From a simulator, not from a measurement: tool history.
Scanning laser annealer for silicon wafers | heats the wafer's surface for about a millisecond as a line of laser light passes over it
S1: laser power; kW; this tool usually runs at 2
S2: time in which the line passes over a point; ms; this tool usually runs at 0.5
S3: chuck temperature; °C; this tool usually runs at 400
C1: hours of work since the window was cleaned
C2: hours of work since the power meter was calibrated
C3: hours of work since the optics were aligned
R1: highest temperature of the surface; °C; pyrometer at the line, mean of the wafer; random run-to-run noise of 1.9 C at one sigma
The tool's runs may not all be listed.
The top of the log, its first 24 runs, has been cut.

run     day     S1     S2   S3   C1    C2   C3    R1
 25  65.775  2.074  0.582  400  356  2043  383  1327
 26  69.092  2.074  0.582  400  414  2102  441  1326
 27  73.125  1.904  0.532  372  485  2173  512  1162
 28  76.071  1.822    0.5  411  537  2225  564  1130
 29  77.896  1.721  0.404  370  569  2257  596   958
     80.425  -- window over the wafer cleaned
 30   82.05  1.721  0.404  369   29  2329  668   960
 31  86.133  1.879  0.498  400  101  2401  740  1145
 32  89.142  1.879  0.498  400  154  2454  793  1143

Forecast run 33:
 33  92.858  2.121  0.365  400  219  2519  858   ?

{"run 33": {"R1": 1121}}
With the hidden condition absent and the run-to-run variation left alone, this run would have shown R1 1121 °C.

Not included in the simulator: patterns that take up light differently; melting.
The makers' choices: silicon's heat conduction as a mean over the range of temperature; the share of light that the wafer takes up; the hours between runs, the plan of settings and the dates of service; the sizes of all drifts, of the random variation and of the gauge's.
